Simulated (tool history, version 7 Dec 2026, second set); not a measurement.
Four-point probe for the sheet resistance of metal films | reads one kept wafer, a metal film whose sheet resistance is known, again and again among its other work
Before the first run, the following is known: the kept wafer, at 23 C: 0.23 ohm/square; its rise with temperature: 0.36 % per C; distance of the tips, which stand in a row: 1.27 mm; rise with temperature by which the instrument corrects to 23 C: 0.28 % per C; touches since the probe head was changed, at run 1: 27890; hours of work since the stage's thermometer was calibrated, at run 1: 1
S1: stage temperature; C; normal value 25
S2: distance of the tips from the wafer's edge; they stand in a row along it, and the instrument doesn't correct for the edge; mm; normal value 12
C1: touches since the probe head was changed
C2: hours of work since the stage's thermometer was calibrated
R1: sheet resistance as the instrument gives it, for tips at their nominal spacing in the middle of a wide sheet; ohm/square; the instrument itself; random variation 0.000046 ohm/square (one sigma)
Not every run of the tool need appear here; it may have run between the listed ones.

Run 1, hour 0: usual settings; C1 27890; C2 1. Result: R1 0.231735 ohm/square.
Run 2, hour 47.8: usual settings but S1 20 C; C1 29493; C2 34. Result: R1 0.230839 ohm/square.
Run 3, hour 127.6: usual settings but S1 20 C; C1 32171; C2 88. Result: R1 0.230815 ohm/square.
Run 4, hour 178.1: usual settings but S1 20 C, S2 8 mm; C1 33864; C2 123. Result: R1 0.232595 ohm/square.
Run 5, hour 226.2: usual settings but S1 20 C, S2 8 mm; C1 35479; C2 155. Result: R1 0.232533 ohm/square.
Run 6, hour 296.1: usual settings but S1 19 C; C1 37822; C2 203. Result: R1 0.230631 ohm/square.
Run 7, hour 352.3: usual settings but S2 53 mm; C1 39706; C2 241. Result: R1 0.230349 ohm/square.
Run 8, hour 392.2: usual settings but S2 53 mm; C1 41046; C2 269. Result: R1 0.230437 ohm/square.
Run 9, hour 464.1: usual settings but S1 18 C; C1 43460; C2 318. Result: R1 0.230475 ohm/square.
Run 10, hour 529.1: usual settings but S1 22 C; C1 45639; C2 362. Result: R1 0.231185 ohm/square.
Run 11, hour 594.2: usual settings but S1 20 C; C1 47821; C2 406. Result: R1 0.230928 ohm/square.
Run 12, hour 672.5: usual settings; C1 50447; C2 460. Result: R1 0.231615 ohm/square.
Run 13, hour 766.2: usual settings; C1 53592; C2 524. Result: R1 0.231771 ohm/square.
Run 14, hour 847.3: usual settings but S2 5 mm; C1 56311; C2 579. Result: R1 0.238035 ohm/square.
Run 15, hour 908.4: usual settings but S2 5 mm; C1 58363; C2 621. Result: R1 0.238122 ohm/square.
Run 16, hour 980.6: usual settings; C1 60784; C2 670. Result: R1 0.231796 ohm/square.
Run 17, hour 1050: usual settings; C1 63113; C2 717. Result: R1 0.231773 ohm/square.
Run 18, hour 1118.3: usual settings; C1 65402; C2 764. Result: R1 0.231715 ohm/square.
Run 19, hour 1173.9: usual settings but S1 28 C; C1 67268; C2 802. Result: R1 0.232129 ohm/square.
Run 20, hour 1255.1: usual settings but S2 18 mm; C1 69993; C2 857. Result: R1 0.230881 ohm/square.
Run 21, hour 1341.3: usual settings but S2 18 mm; C1 72884; C2 916. Result: R1 0.23094 ohm/square.
Run 22, hour 1405.3: usual settings but S1 32 C; C1 75030; C2 960. Result: R1 0.232986 ohm/square.
Run 23, hour 1460.1: usual settings but S1 32 C; C1 76870; C2 997. Result: R1 0.232878 ohm/square.
Run 24, hour 1548.6: usual settings but S2 8 mm; C1 79836; C2 1057. Result: R1 0.233447 ohm/square.
Run 25, hour 1622.8: usual settings but S2 8 mm; C1 82327; C2 1108. Result: R1 0.233437 ohm/square.
Run 26, hour 1666.1: usual settings but S1 21 C, S2 6 mm; C1 83779; C2 1137. Result: R1 0.234995 ohm/square.
Run 27, hour 1759.8: usual settings but S1 21 C, S2 6 mm; C1 86923; C2 1201. Result: R1 0.235043 ohm/square.
Run 28, hour 1798.2: usual settings but S1 22 C, S2 3 mm; C1 88209; C2 1227. Result: R1 0.249825 ohm/square.
Run 29, hour 1877.3: usual settings but S1 30 C, S2 11 mm; C1 90864; C2 1281. Result: R1 0.232828 ohm/square.
Run 30, hour 1939.7: usual settings but S1 31 C, S2 35 mm; C1 92957; C2 1324. Result: R1 0.231571 ohm/square.
Run 31, hour 2011: usual settings but S1 31 C, S2 35 mm; C1 95349; C2 1373. Result: R1 0.231537 ohm/square.
Run 32, hour 2052.5: usual settings but S1 22 C, S2 66 mm; C1 96741; C2 1401. Result: R1 0.229776 ohm/square.
At hour 2127.7: stage's thermometer calibrated.
Run 33, hour 2130.2: usual settings but S1 26 C, S2 16 mm; C1 99330; C2 2. Result: R1 0.23131 ohm/square.
Run 34, hour 2187.7: usual settings but S1 26 C, S2 16 mm; C1 101257; C2 41. Result: R1 0.231279 ohm/square.
Run 35, hour 2244.7: usual settings but S1 31 C, S2 5 mm; C1 103170; C2 80. Result: R1 0.239152 ohm/square.
Run 36, hour 2321.8: usual settings but S1 32 C, S2 17 mm; C1 105757; C2 132. Result: R1 0.232115 ohm/square.
Run 37, hour 2386.8: usual settings but S1 32 C, S2 17 mm; C1 107937; C2 177. Result: R1 0.232222 ohm/square.
Run 38, hour 2425.5: usual settings but S1 32 C, S2 27 mm; C1 109235; C2 203. Result: R1 0.231774 ohm/square.
Run 39, hour 2464.1: usual settings but S1 32 C, S2 27 mm; C1 110532; C2 229. Result: R1 0.231864 ohm/square.
Run 40, hour 2513.8: usual settings but S1 21 C, S2 25 mm; C1 112198; C2 263. Result: R1 0.229895 ohm/square.
Run 41, hour 2557.7: usual settings but S1 24 C, S2 3 mm; C1 113669; C2 293. Result: R1 0.250266 ohm/square.
Run 42, hour 2632: usual settings but S1 24 C, S2 3 mm; C1 116162; C2 344. Result: R1 0.250172 ohm/square.
Run 43, hour 2674.3: usual settings but S1 23 C, S2 40 mm; C1 117582; C2 373. Result: R1 0.230033 ohm/square.
Run 44, hour 2720: usual settings but S1 23 C, S2 40 mm; C1 119116; C2 404. Result: R1 0.230134 ohm/square.
At hour 2729.2: new probe head fitted.
Run 45, hour 2765.1: usual settings but S1 18 C, S2 47 mm; C1 1206; C2 434. Result: R1 0.229184 ohm/square.

Alternative continuations, all from the tool just after run 45; predict every row:
Run A, hour 2806.4: usual settings but S1 18 C, S2 6 mm; C1 2589; C2 462. Result: R1 ?.
Run B, hour 2806.4: usual settings but S1 18 C; C1 2589; C2 462. Result: R1 ?.
Run C, hour 2806.4: usual settings but S1 22 C, S2 47 mm; C1 2589; C2 462. Result: R1 ?.

run        R1
  A  0.234602
  B  0.230449
  C  0.229864
Take away the tool's hidden state, keep each run's random variation, and the runs would have read:
run        R1
  A  0.234599
  B  0.230447
  C  0.229862
